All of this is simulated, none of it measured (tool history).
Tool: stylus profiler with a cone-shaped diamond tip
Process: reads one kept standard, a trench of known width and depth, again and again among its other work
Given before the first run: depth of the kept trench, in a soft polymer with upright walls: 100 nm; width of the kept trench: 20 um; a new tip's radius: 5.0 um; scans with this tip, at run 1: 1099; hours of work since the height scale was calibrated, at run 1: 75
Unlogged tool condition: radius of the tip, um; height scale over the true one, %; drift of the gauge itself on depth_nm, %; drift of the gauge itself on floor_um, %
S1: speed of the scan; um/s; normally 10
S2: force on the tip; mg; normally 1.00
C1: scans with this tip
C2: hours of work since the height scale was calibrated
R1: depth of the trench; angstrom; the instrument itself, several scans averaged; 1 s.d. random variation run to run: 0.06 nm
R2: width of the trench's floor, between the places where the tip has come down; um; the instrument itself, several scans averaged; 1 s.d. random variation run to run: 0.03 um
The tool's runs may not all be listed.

run 1 hour=0.0 | S1=10 S2=1.00 | C1=1099 C2=75 | R1=1006.0 R2=17.88
run 2 hour=31.6 | S1=10 S2=1.00 | C1=1349 C2=92 | R1=1007.4 R2=17.86
run 3 hour=54.8 | S1=10 S2=1.00 | C1=1532 C2=105 | R1=1005.9 R2=17.90
run 4 hour=71.0 | S1=10 S2=1.00 | C1=1659 C2=113 | R1=1006.1 R2=17.82
run 5 hour=88.1 | S1=10 S2=1.00 | C1=1795 C2=123 | R1=1006.2 R2=17.80
run 6 hour=115.5 | S1=10 S2=1.00 | C1=2011 C2=137 | R1=1006.2 R2=17.81
run 7 hour=133.5 | S1=10 S2=2.41 | C1=2153 C2=147 | R1=1011.9 R2=17.83
run 8 hour=162.7 | S1=10 S2=2.41 | C1=2383 C2=163 | R1=1011.3 R2=17.79
run 9 hour=192.2 | S1=7 S2=1.00 | C1=2617 C2=179 | R1=1007.3 R2=17.82
run 10 hour=223.5 | S1=2 S2=0.39 | C1=2864 C2=196 | R1=1003.5 R2=17.75
run 11 hour=243.0 | S1=2 S2=0.39 | C1=3018 C2=206 | R1=1004.4 R2=17.80
run 12 hour=262.8 | S1=3 S2=0.76 | C1=3174 C2=217 | R1=1006.1 R2=17.72
run 13 hour=283.9 | S1=4 S2=2.52 | C1=3340 C2=228 | R1=1012.5 R2=17.76
run 14 hour=304.2 | S1=4 S2=2.52 | C1=3501 C2=239 | R1=1011.8 R2=17.66
run 15 hour=330.6 | S1=14 S2=1.55 | C1=3709 C2=253 | R1=1009.3 R2=17.69
run 16 hour=350.7 | S1=2 S2=1.59 | C1=3868 C2=264 | R1=1009.5 R2=17.69
run 17 hour=371.1 | S1=10 S2=0.76 | C1=4029 C2=275 | R1=1006.9 R2=17.66

4 options for the next run, each taken on its own from the tool as it stands now. Forecast them:
run A hour=400.4 | S1=20 S2=1.26 | C1=4261 C2=291 | R1=? R2=?
run B hour=400.4 | S1=26 S2=0.64 | C1=4261 C2=291 | R1=? R2=?
run C hour=400.4 | S1=3 S2=1.06 | C1=4261 C2=291 | R1=? R2=?
run D hour=400.4 | S1=17 S2=0.64 | C1=4261 C2=291 | R1=? R2=?

run=A R1=1009.2 R2=17.59
run=B R1=1005.4 R2=17.63
run=C R1=1007.0 R2=17.67
run=D R1=1005.1 R2=17.64
Stripped of hidden state, with their random variation kept, the same runs would have yielded:
run=A R1=1007.8 R2=17.91
run=B R1=1004.0 R2=17.95
run=C R1=1005.5 R2=17.99
run=D R1=1003.7 R2=17.96

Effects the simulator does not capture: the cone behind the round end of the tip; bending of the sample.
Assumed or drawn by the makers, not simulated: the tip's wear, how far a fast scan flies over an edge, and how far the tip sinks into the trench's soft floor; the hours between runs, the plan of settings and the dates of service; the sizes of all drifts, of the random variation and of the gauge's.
